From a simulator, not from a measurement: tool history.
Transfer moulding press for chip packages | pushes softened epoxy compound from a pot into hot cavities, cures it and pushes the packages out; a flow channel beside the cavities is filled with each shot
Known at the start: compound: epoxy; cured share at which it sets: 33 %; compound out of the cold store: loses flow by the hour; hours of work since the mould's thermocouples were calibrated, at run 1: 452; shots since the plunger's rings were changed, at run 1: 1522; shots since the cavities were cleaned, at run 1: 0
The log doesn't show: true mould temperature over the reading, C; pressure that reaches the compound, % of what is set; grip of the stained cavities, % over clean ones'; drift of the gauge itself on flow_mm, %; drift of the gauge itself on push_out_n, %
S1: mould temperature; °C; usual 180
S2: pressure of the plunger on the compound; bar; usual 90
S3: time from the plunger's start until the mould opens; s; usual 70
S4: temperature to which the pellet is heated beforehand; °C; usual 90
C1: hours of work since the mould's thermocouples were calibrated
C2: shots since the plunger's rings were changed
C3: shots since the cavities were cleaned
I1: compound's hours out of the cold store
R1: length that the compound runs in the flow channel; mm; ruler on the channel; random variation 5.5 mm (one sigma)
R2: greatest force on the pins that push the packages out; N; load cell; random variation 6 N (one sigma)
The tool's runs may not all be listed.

run,hour,S1,S2,S3,S4,C1,C2,C3,I1,R1,R2
1,0,180,90,70,90,452,1522,0,17.1,912,242
2,37.9,180,90,70,90,475,2065,543,18.8,913,395
# hour 45.6: cavities cleaned with cleaning compound and waxed
3,69.9,180,90,70,90,494,2500,348,26.6,891,338
# hour 91.9: cavities cleaned with cleaning compound and waxed
# hour 101.7: plunger's sealing rings changed
4,101.7,180,90,70,90,511,0,104,18.4,920,268
# hour 138.3: cavities cleaned with cleaning compound and waxed
5,140.2,180,90,82,90,533,530,28,46.2,843,175
6,165.5,180,90,82,90,549,891,389,27.7,902,270
# hour 182.2: cavities cleaned with cleaning compound and waxed
7,185.4,180,90,82,90,560,1153,45,13.7,934,183
8,207.1,180,90,82,90,574,1465,357,38.9,854,260
# hour 226.2: cavities cleaned with cleaning compound and waxed
9,240.8,180,90,82,90,593,1924,209,35.1,858,231
10,258.4,180,90,82,90,604,2176,461,43.6,837,272
# hour 269.1: cavities cleaned with cleaning compound and waxed
11,291.7,180,90,82,90,624,2631,323,23,894,255
# hour 314.1: plunger's sealing rings changed
# hour 315.6: cavities cleaned with cleaning compound and waxed
12,327.5,180,90,82,90,643,170,170,30.2,894,232
13,352.2,180,90,82,90,658,524,524,14.7,943,295
# hour 360.6: cavities cleaned with cleaning compound and waxed
14,388.5,180,90,70,88,680,1022,399,11.5,935,368
# hour 406.9: cavities cleaned with cleaning compound and waxed
15,408,180,95.3,70,88,691,1278,15,46.8,861,237
16,430.1,180,90,70,83,704,1595,332,21.7,893,343
# hour 449.8: cavities cleaned with cleaning compound and waxed
17,463,180,90,70,83,723,2044,189,16.9,910,325
18,486.4,180,90,82,90,738,2379,524,36.7,857,292
# hour 493.4: cavities cleaned with cleaning compound and waxed
# hour 529.3: plunger's sealing rings changed
19,529.3,180,73.9,70,91,762,0,478,43.4,777,362
# hour 540.2: cavities cleaned with cleaning compound and waxed
20,561.5,180,73.9,70,91,780,439,305,43.9,772,341
# hour 583.2: cavities cleaned with cleaning compound and waxed
21,596.4,180,73.9,70,91,801,916,188,18.2,830,283
# hour 627.7: cavities cleaned with cleaning compound and waxed
22,630.6,187,90,84,90,821,1384,41,32.9,851,169
23,652,180,90,99,90,834,1690,347,19.6,907,229

The next listed run, before its measurement:
# hour 672.3: cavities cleaned with cleaning compound and waxed
24,675.8,180,90,109,92,848,2009,50,30.8,?,?

R1: 865 mm
R2: 175 N
Without the tool's hidden state the same run would have given R1 885 mm, R2 161 N.

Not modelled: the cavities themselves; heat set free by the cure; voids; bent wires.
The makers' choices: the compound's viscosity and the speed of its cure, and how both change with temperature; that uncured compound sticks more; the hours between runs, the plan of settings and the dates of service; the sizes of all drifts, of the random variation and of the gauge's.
